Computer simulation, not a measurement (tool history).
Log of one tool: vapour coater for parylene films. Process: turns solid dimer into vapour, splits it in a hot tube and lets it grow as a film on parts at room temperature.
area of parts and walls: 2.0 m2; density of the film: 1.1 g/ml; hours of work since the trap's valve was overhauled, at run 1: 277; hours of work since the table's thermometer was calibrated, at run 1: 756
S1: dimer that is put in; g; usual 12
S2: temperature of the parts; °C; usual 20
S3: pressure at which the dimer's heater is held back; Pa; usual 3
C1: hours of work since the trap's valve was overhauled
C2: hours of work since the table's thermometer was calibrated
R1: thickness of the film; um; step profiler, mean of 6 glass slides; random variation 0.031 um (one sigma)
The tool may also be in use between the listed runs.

run	hour	S1	S2	S3	C1	C2	R1
1	0	12	20	3	277	756	2.72
2	52.5	7	20	3	322	801	1.61
# hour 99: trap's valve overhauled
3	111.7	7	20	3	11	849	1.78
4	141.9	12	20	3	37	875	2.9
5	209	12	20	3	95	933	2.89
6	241.6	12	20	3	123	961	2.86
7	294.2	12	20	3	168	1006	2.88
8	364.5	12	20	3	229	1067	2.73
9	429	17	20	10.13	285	1123	3.49
# hour 454.8: table's thermometer calibrated
10	493.7	17	20	10.13	340	34	3.37
# hour 516.5: trap's valve overhauled
11	563.1	17	20	10.13	40	90	3.68
12	635.2	12	18	3	102	152	2.99
13	674.2	12	18	3	136	186	2.98

Forecast each of these 5 alternatives for the next run:
A	718.6	11	20	5.5	174	224	?
B	718.6	12	27	3	174	224	?
C	718.6	17	26	3	174	224	?
D	718.6	11	15	3.62	174	224	?
E	718.6	6	13	4.1	174	224	?

run	R1
A	2.43
B	2.28
C	3.3
D	2.92
E	1.66
Without the tool's hidden state the same runs would have given:
run	R1
A	2.58
B	2.42
C	3.5
D	3.1
E	1.76

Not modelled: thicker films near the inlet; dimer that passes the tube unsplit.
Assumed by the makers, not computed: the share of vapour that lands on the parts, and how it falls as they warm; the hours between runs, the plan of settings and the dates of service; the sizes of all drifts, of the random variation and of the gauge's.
